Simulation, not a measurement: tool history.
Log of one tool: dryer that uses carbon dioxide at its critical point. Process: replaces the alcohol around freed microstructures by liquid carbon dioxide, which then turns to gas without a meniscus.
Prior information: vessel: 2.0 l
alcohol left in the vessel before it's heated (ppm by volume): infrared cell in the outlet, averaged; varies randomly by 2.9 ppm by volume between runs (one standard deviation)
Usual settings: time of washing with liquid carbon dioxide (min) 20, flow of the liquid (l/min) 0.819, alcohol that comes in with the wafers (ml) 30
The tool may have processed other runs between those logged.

run	day	time of washing with liquid carbon dioxide (min)	flow of the liquid (l/min)	alcohol that comes in with the wafers (ml)	alcohol left in the vessel before it's heated (ppm by volume)
1	0	20	0.819	30	95
2	0.471	26	0.819	30	35
3	0.921	20	0.819	30	89
4	1.571	20	0.819	30	94
5	2.133	20	0.819	30	91
6	2.854	20	1.106	30	36
7	3.362	20	0.819	87	233
8	3.754	20	0.819	87	231
9	4.212	20	0.573	87	981
10	4.538	20	0.573	87	1002
11	5.242	20	0.573	87	1023
12	5.608	20	0.819	30	104
13	5.958	20	0.819	30	100
14	6.7	20	0.819	30	113
15	7.258	20	0.819	57	170
# day 7.908: inlet filter changed
16	7.942	20	0.819	57	121
17	8.717	20	1.244	30	36
18	9.362	20	1.244	30	36
19	10.042	22	1.244	30	34
20	10.45	22	1.244	30	39
21	10.925	22	1.244	30	36
22	11.438	22	1.244	30	36
23	12.033	22	1.244	30	34
24	12.408	17	0.845	64	268
25	12.817	17	0.617	28	403
26	13.258	20	0.713	26	134
27	13.929	20	0.713	26	140
28	14.325	20	0.713	26	136
# day 14.862: purifier's bed changed
29	14.946	20	0.713	31	127
30	15.712	21	0.631	31	176
31	16.083	26	0.819	56	26
32	16.721	26	0.625	26	58
33	17.433	26	0.625	26	62
34	17.896	12	1.135	26	153
35	18.667	19	1.293	110	30
36	19.375	14	1	47	249
37	19.704	20	0.819	54	126
38	20.121	20	0.819	54	137
39	20.804	20	0.819	54	134
40	21.162	20	0.819	54	140
41	21.921	20	0.819	54	142
42	22.567	25	0.721	31	48
43	23.338	25	0.721	31	55
# day 23.546: inlet filter changed
44	23.779	15	0.721	31	350

Alternative continuations, all from the tool just after run 44; predict every row:
A	24.242	29	0.728	30	?
B	24.242	14	0.819	30	?
C	24.242	16	0.578	30	?

run	alcohol left in the vessel before it's heated (ppm by volume)
A	23
B	283
C	572
Stripped of hidden state, with their random variation kept, the same runs would have yielded:
run	alcohol left in the vessel before it's heated (ppm by volume)
A	14
B	270
C	556
